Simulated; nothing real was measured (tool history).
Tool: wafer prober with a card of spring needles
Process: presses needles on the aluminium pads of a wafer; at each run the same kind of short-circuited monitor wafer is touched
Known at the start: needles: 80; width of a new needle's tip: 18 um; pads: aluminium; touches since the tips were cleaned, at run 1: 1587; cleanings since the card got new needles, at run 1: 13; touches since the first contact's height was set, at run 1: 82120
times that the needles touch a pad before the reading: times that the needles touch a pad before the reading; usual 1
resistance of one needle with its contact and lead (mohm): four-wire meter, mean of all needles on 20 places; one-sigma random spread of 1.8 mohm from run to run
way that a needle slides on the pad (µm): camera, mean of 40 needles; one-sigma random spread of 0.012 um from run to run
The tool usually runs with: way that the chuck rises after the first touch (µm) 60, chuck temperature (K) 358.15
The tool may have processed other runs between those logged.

| run | day | way that the chuck rises after the first touch (µm) | chuck temperature (K) | times that the needles touch a pad before the reading | touches since the tips were cleaned | cleanings since the card got new needles | touches since the first contact's height was set | resistance of one needle with its contact and lead (mohm) | way that a needle slides on the pad (µm) |
|---|---|---|---|---|---|---|---|---|---|
| 1 | 0.000 | 60 | 358.15 | 1 | 1587 | 13 | 82120 | 236 | 9.17 |
|  | 0.371 | tips cleaned on abrasive film |
|  | 0.804 | height of the first contact set anew |
|  | 0.917 | tips cleaned on abrasive film |
| 2 | 1.233 | 60 | 358.15 | 1 | 3821 | 15 | 5136 | 253 | 9.30 |
|  | 1.367 | tips cleaned on abrasive film |
|  | 1.883 | tips cleaned on abrasive film |
|  | 2.383 | tips cleaned on abrasive film |
| 3 | 2.383 | 61 | 358.15 | 1 | 0 | 18 | 18960 | 197 | 9.44 |
|  | 2.829 | tips cleaned on abrasive film |
| 4 | 3.088 | 61 | 318.15 | 1 | 3133 | 19 | 27479 | 246 | 9.42 |
|  | 3.271 | tips cleaned on abrasive film |
|  | 3.775 | tips cleaned on abrasive film |
| 5 | 3.967 | 61 | 318.15 | 1 | 2319 | 21 | 38046 | 241 | 9.36 |
|  | 4.229 | tips cleaned on abrasive film |
|  | 4.700 | tips cleaned on abrasive film |
|  | 5.175 | tips cleaned on abrasive film |
| 6 | 5.175 | 61 | 318.15 | 1 | 0 | 24 | 52585 | 191 | 9.36 |
|  | 5.621 | tips cleaned on abrasive film |
|  | 6.117 | tips cleaned on abrasive film |
| 7 | 6.125 | 60 | 358.15 | 1 | 97 | 26 | 64028 | 203 | 9.16 |
|  | 6.562 | tips cleaned on abrasive film |
|  | 7.012 | tips cleaned on abrasive film |
| 8 | 7.367 | 60 | 358.15 | 1 | 4296 | 28 | 79001 | 263 | 9.17 |
|  | 7.538 | tips cleaned on abrasive film |
|  | 7.988 | tips cleaned on abrasive film |
|  | 8.371 | height of the first contact set anew |
|  | 8.450 | tips cleaned on abrasive film |
| 9 | 8.642 | 60 | 358.15 | 1 | 2341 | 31 | 3234 | 240 | 9.28 |
|  | 8.979 | tips cleaned on abrasive film |
|  | 9.450 | tips cleaned on abrasive film |
| 10 | 9.596 | 56 | 320.15 | 1 | 1753 | 33 | 14679 | 233 | 8.67 |
|  | 9.896 | tips cleaned on abrasive film |
|  | 10.408 | tips cleaned on abrasive film |
| 11 | 10.567 | 60 | 383.15 | 1 | 1924 | 35 | 26414 | 238 | 9.23 |
|  | 10.908 | tips cleaned on abrasive film |
|  | 11.362 | tips cleaned on abrasive film |
| 12 | 11.767 | 60 | 383.15 | 1 | 4871 | 37 | 40850 | 266 | 9.24 |
|  | 11.862 | tips cleaned on abrasive film |
|  | 12.396 | tips cleaned on abrasive film |
| 13 | 12.700 | 60 | 383.15 | 1 | 3676 | 39 | 52079 | 260 | 9.21 |
|  | 12.896 | tips cleaned on abrasive film |
| 14 | 13.283 | 71 | 339.15 | 2 | 4722 | 40 | 59141 | 218 | 10.88 |
|  | 13.383 | tips cleaned on abrasive film |
|  | 13.842 | tips cleaned on abrasive film |
|  | 14.300 | tips cleaned on abrasive film |
| 15 | 14.417 | 71 | 339.15 | 2 | 1395 | 43 | 72725 | 203 | 10.87 |

For run 16, what comes out?
|  | 14.792 | tips cleaned on abrasive film |
|  | 15.250 | tips cleaned on abrasive film |
| 16 | 15.375 | 71 | 339.15 | 2 | 1549 | 45 | 84298 | ? | ? |

Run 16 yielded resistance of one needle with its contact and lead (mohm) 208, way that a needle slides on the pad (µm) 10.85.
Without the tool's hidden state the same run would have given resistance of one needle with its contact and lead (mohm) 190, way that a needle slides on the pad (µm) 10.99.

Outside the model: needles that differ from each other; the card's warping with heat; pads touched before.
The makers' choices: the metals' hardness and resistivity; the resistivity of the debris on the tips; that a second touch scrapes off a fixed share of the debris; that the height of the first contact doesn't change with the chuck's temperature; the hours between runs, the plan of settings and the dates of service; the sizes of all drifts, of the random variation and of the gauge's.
